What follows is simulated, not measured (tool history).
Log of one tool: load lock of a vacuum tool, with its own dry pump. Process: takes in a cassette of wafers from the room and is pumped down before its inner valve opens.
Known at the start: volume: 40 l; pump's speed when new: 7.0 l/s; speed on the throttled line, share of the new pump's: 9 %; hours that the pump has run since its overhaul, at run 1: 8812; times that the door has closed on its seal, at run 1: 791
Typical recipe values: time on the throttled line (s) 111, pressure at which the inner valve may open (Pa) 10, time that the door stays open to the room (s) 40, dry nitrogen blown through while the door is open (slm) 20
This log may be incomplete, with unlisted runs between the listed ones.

| run | day | time on the throttled line (s) | pressure at which the inner valve may open (Pa) | time that the door stays open to the room (s) | dry nitrogen blown through while the door is open (slm) | hours that the pump has run since its overhaul | times that the door has closed on its seal | incoming humidity of the room's air, % | time from the closed door until the inner valve may open (s) | rise of the pressure with all valves shut (Pa/min) |
|---|---|---|---|---|---|---|---|---|---|---|
| 1 | 0.000 | 111 | 10 | 40 | 20 | 8812 | 791 | 43.4 | 153.7 | 0.034 |
| 2 | 3.921 | 111 | 10 | 40 | 20 | 8906 | 1137 | 43.1 | 152.8 | 0.037 |
| 3 | 10.633 | 111 | 10 | 40 | 20 | 9067 | 1728 | 46.4 | 153.3 | 0.031 |
| 4 | 16.071 | 111 | 10 | 40 | 25 | 9198 | 2207 | 44.0 | 153.8 | 0.032 |
| 5 | 20.096 | 111 | 10 | 37 | 20 | 9294 | 2562 | 42.1 | 154.8 | 0.033 |
| 6 | 24.533 | 111 | 10 | 37 | 20 | 9401 | 2953 | 42.1 | 154.5 | 0.026 |
| 7 | 31.942 | 111 | 10 | 37 | 20 | 9579 | 3606 | 46.4 | 154.2 | 0.030 |
| 8 | 36.650 | 111 | 13 | 40 | 20 | 9692 | 4021 | 43.5 | 153.9 | 0.031 |
| 9 | 40.842 | 111 | 13 | 40 | 20 | 9792 | 4390 | 44.5 | 152.6 | 0.036 |
| 10 | 48.950 | 111 | 13 | 40 | 20 | 9987 | 5104 | 44.6 | 152.6 | 0.026 |
| 11 | 56.533 | 87 | 10 | 91 | 20 | 10169 | 5773 | 45.0 | 131.6 | 0.060 |
| 12 | 63.246 | 97 | 10 | 207 | 25 | 10330 | 6364 | 49.6 | 141.6 | 0.107 |

Predict the results of run 13:
| 13 | 72.117 | 178 | 10 | 40 | 18 | 10543 | 7146 | 46.4 | ? | ? |

Run 13 yielded time from the closed door until the inner valve may open (s) 217.0, rise of the pressure with all valves shut (Pa/min) 0.038.
Were there no unlogged condition in the tool, this run, its random variation unchanged, would have produced time from the closed door until the inner valve may open (s) 217.0, rise of the pressure with all valves shut (Pa/min) 0.038.

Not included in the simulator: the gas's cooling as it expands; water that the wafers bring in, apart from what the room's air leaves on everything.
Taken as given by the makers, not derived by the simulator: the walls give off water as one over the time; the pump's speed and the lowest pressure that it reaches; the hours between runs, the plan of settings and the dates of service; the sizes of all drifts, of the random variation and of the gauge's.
